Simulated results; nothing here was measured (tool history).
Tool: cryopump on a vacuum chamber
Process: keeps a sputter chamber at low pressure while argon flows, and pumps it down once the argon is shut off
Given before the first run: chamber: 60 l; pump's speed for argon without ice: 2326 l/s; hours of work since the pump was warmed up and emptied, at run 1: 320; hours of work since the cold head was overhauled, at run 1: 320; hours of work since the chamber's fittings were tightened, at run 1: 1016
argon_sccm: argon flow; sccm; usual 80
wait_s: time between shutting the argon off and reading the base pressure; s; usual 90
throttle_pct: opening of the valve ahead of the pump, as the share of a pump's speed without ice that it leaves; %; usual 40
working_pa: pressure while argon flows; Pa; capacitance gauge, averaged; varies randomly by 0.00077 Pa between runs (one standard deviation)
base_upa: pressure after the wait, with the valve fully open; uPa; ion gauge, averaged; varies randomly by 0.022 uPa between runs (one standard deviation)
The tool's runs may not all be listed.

run,hour,argon_sccm,wait_s,throttle_pct,hours of work since the pump was warmed up and emptied,hours of work since the cold head was overhauled,hours of work since the chamber's fittings were tightened,working_pa,base_upa
1,0.0,80,90,40,320,320,1016,0.1521,1.37
2,120.4,80,90,40,382,382,1078,0.1518,1.44
3,248.0,80,90,40,447,447,1143,0.1533,1.51
4,321.3,80,90,40,485,485,1181,0.1544,1.55
5,390.5,80,90,18,521,521,1217,0.3328,1.59
6,475.8,80,90,18,565,565,1261,0.3345,1.63
7,549.4,80,90,40,603,603,1299,0.1556,1.64
8,650.1,80,90,40,654,654,1351,0.1569,1.67
# hour 748.7: pump warmed up, emptied and cooled again
9,748.7,80,90,40,0,703,1399,0.1461,1.56
10,818.8,80,90,16,36,739,1435,0.3646,1.54
11,946.2,88,90,40,102,804,1501,0.1618,1.59
12,1047.5,80,90,40,154,857,1553,0.1484,1.66
13,1103.5,80,90,40,183,885,1582,0.1492,1.73
14,1209.4,80,90,40,237,940,1636,0.1505,1.79
15,1302.0,80,90,40,285,988,1684,0.1501,1.80
16,1389.5,80,90,58,330,1033,1729,0.1069,1.92
17,1483.0,80,90,58,378,1081,1777,0.1076,1.98
18,1587.1,104,68,20,432,1134,1831,0.3873,2.16
19,1697.8,116,90,40,489,1191,1888,0.2241,2.00
20,1791.9,116,90,40,537,1240,1936,0.2263,2.06
21,1893.9,146,59,40,590,1292,1989,0.2866,2.49
22,1946.4,66,246,39,617,1320,2016,0.1316,1.80
23,2010.8,126,246,29,650,1353,2049,0.3364,1.83
# hour 2119.7: pump warmed up, emptied and cooled again
24,2129.7,126,246,29,5,1411,2108,0.3172,1.65
# hour 2204.9: leaking fittings of the chamber tightened, without venting
25,2229.7,108,231,35,56,1462,13,0.2267,0.38
26,2326.5,112,34,31,106,1512,63,0.2675,1.63
27,2383.9,112,34,31,135,1541,92,0.2660,1.69
28,2443.8,112,34,31,166,1572,123,0.2666,1.75
29,2560.3,54,90,26,226,1632,183,0.1542,0.85
30,2614.5,78,169,27,254,1660,211,0.2160,0.61
31,2696.6,84,169,50,296,1702,253,0.1285,0.59
32,2797.5,75,90,37,348,1754,305,0.1526,0.90
33,2908.7,58,152,40,405,1812,363,0.1111,0.72

Here are 5 independent what-if runs from the current tool condition. What would each one return?
A,3003.8,61,115,37,454,1861,412,?,?
B,3003.8,80,143,44,454,1861,412,?,?
C,3003.8,41,44,20,454,1861,412,?,?
D,3003.8,58,22,40,454,1861,412,?,?
E,3003.8,101,46,48,454,1861,412,?,?

run,working_pa,base_upa
A,0.1271,0.82
B,0.1432,0.78
C,0.1536,1.58
D,0.1134,2.67
E,0.1640,1.53
With no hidden state in the tool, these same runs would have given:
run,working_pa,base_upa
A,0.1200,0.53
B,0.1338,0.48
C,0.1488,1.28
D,0.1066,2.37
E,0.1523,1.23

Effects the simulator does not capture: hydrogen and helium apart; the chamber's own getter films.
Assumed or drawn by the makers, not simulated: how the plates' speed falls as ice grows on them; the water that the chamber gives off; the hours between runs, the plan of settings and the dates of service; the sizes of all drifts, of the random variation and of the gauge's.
